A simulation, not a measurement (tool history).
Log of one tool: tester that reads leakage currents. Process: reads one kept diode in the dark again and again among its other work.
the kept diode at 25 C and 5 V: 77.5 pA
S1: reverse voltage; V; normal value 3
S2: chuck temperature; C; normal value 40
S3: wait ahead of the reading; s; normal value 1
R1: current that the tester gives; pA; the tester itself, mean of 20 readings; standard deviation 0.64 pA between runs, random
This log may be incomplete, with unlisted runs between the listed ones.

run 1 hour=0 | S1=3 S2=40 S3=1 | R1=224.28
run 2 hour=82.8 | S1=3 S2=40 S3=1 | R1=225.19
run 3 hour=144.5 | S1=11.55 S2=40 S3=1 | R1=394.95
run 4 hour=204.6 | S1=11.55 S2=40 S3=1 | R1=393.23
run 5 hour=280.1 | S1=16.81 S2=40 S3=1 | R1=465.74
run 6 hour=337.7 | S1=3 S2=40 S3=1 | R1=228.46
run 7 hour=419.6 | S1=6.97 S2=40 S3=1 | R1=321.28
run 8 hour=512.2 | S1=6.97 S2=40 S3=1 | R1=323.37
-- hour=554.5 tester calibrated
run 9 hour=616.9 | S1=3 S2=59 S3=1 | R1=873.57
run 10 hour=663.3 | S1=3 S2=59 S3=1 | R1=874
run 11 hour=772.7 | S1=3 S2=59 S3=1 | R1=877.03
run 12 hour=830.8 | S1=3 S2=59 S3=1 | R1=872.12
run 13 hour=907.9 | S1=3 S2=40 S3=1 | R1=228.22
run 14 hour=1000.4 | S1=3 S2=40 S3=0.51 | R1=228.92
run 15 hour=1113 | S1=5.16 S2=40 S3=0.51 | R1=289.2
-- hour=1205.9 chuck's temperature calibrated
run 16 hour=1213.6 | S1=3 S2=40 S3=1 | R1=216.25
run 17 hour=1287.1 | S1=3 S2=40 S3=0.74 | R1=215.95
run 18 hour=1368.8 | S1=3 S2=40 S3=0.53 | R1=216.38
run 19 hour=1469.8 | S1=3 S2=40 S3=0.53 | R1=218.51
run 20 hour=1569.7 | S1=3 S2=21 S3=1 | R1=51.22
run 21 hour=1628.5 | S1=1.7 S2=25 S3=1.59 | R1=54.04
run 22 hour=1695.6 | S1=3 S2=41 S3=3.94 | R1=234.91
run 23 hour=1751.6 | S1=7.03 S2=40 S3=1 | R1=312.54
run 24 hour=1816.2 | S1=5.44 S2=33 S3=0.68 | R1=168.19
run 25 hour=1893.7 | S1=5.44 S2=27 S3=0.68 | R1=108.88
run 26 hour=2000 | S1=4.77 S2=49 S3=1 | R1=514.4
run 27 hour=2075.2 | S1=9.1 S2=23 S3=1.15 | R1=104.8
run 28 hour=2148 | S1=9.1 S2=23 S3=1.15 | R1=105.18
run 29 hour=2226.8 | S1=9.1 S2=23 S3=1.15 | R1=106.04
run 30 hour=2340.1 | S1=9.1 S2=23 S3=1.15 | R1=106.56
run 31 hour=2433.8 | S1=4.55 S2=53 S3=1 | R1=672.16
run 32 hour=2489.8 | S1=3 S2=40 S3=3.26 | R1=223.86
run 33 hour=2571.7 | S1=3.8 S2=22 S3=1 | R1=64.84
-- hour=2640.4 probe card cleaned and baked
run 34 hour=2676.2 | S1=3.8 S2=22 S3=1 | R1=56.96
run 35 hour=2731.5 | S1=3.8 S2=22 S3=1 | R1=56.91
run 36 hour=2783.2 | S1=1.78 S2=22 S3=0.36 | R1=42.63
run 37 hour=2857.7 | S1=2.32 S2=47 S3=3.17 | R1=333.45
run 38 hour=2915.2 | S1=3 S2=28 S3=1 | R1=85.19
run 39 hour=2983.3 | S1=3 S2=46 S3=1 | R1=345.88

Selected run-to-run steps in R1, each split into two signed amounts: the part the tool would show with no hidden state at all (from settings, incoming material and random variation), and the remainder, which goes to the hidden state together with any gauge scatter not common to the measured and the hidden-state-free results:
What the log doesn't record here: stray current of the dirty probe card, pA a volt; current scale over the true one, %; true chuck temperature over the reading, C; drift of the gauge itself on leakage_pa, %.
Run 5 -> 6: S1 16.81 -> 3. R1 -237.28 pA: hidden state -28.02, all else -209.26.
Run 8 -> 9: S1 6.97 -> 3, S2 40 -> 59, tester calibrated. R1 +550.2 pA: hidden state +12.77, all else +537.43.
Run 12 -> 13: S2 59 -> 40. R1 -643.9 pA: hidden state -27.32, all else -616.58.
Run 15 -> 16: S1 5.16 -> 3, S3 0.51 -> 1, chuck's temperature calibrated. R1 -72.95 pA: hidden state -19.93, all else -53.02.
Run 30 -> 31: S1 9.1 -> 4.55, S2 23 -> 53, S3 1.15 -> 1. R1 +565.6 pA: hidden state +5.16, all else +560.44.
